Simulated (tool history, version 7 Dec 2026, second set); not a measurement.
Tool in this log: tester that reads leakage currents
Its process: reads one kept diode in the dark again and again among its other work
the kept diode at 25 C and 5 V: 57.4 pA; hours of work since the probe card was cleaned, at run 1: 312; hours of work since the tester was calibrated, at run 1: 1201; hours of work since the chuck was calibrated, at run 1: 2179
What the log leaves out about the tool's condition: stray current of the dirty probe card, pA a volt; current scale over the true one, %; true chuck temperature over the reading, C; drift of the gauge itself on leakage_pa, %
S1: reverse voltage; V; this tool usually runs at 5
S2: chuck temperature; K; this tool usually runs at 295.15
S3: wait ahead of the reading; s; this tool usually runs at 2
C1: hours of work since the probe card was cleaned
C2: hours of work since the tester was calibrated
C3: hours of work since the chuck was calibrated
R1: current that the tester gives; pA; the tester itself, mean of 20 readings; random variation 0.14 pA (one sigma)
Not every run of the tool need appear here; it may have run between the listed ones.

run	hour	S1	S2	S3	C1	C2	C3	R1
1	0	5	295.15	2	312	1201	2179	55.27
2	40.1	5	328.15	2	333	1223	2200	984.48
3	111.3	5	328.15	2	371	1260	2238	989.93
4	190.6	5	295.15	8.65	413	1302	2280	55.07
5	269.4	5	295.15	8.65	454	1344	2322	55.41
6	345.4	5	295.15	2	495	1384	2362	56.55
7	397.9	5	295.15	2	522	1412	2390	56.78
8	472.4	5	295.15	2	562	1451	2429	57.59
9	532.6	10.7	295.15	2	594	1483	2461	83.31
# hour 549.1: chuck's temperature calibrated
10	589.9	10.7	295.15	2	623	1513	22	67.55
11	654.7	2.24	295.15	2	657	1547	56	31.4
12	707	2.24	295.15	2	685	1575	84	31.69
13	742.2	9.33	297.15	2	704	1593	102	76.66
14	802.9	4.22	295.15	0.44	736	1625	134	46.5
15	838.1	4.22	295.15	0.44	754	1644	153	46.58
16	897.5	5	329.15	2.73	786	1675	184	914.02
17	934.8	5.24	295.15	0.55	805	1695	204	51.44
18	991.6	8.93	307.15	2	836	1725	234	187.03
19	1069.8	8.93	307.15	2	877	1767	276	188.81

Predict each of these 3 candidate next runs independently; none follows another, all start after run 19:
A	1131.1	6.75	299.15	6.43	909	1799	308	?
B	1131.1	1.08	304.15	1.92	909	1799	308	?
C	1131.1	5	297.15	5.96	909	1799	308	?

run	R1
A	80.01
B	54.23
C	57.48
With no hidden state in the tool, these same runs would have given:
run	R1
A	73.06
B	51.63
C	52.38
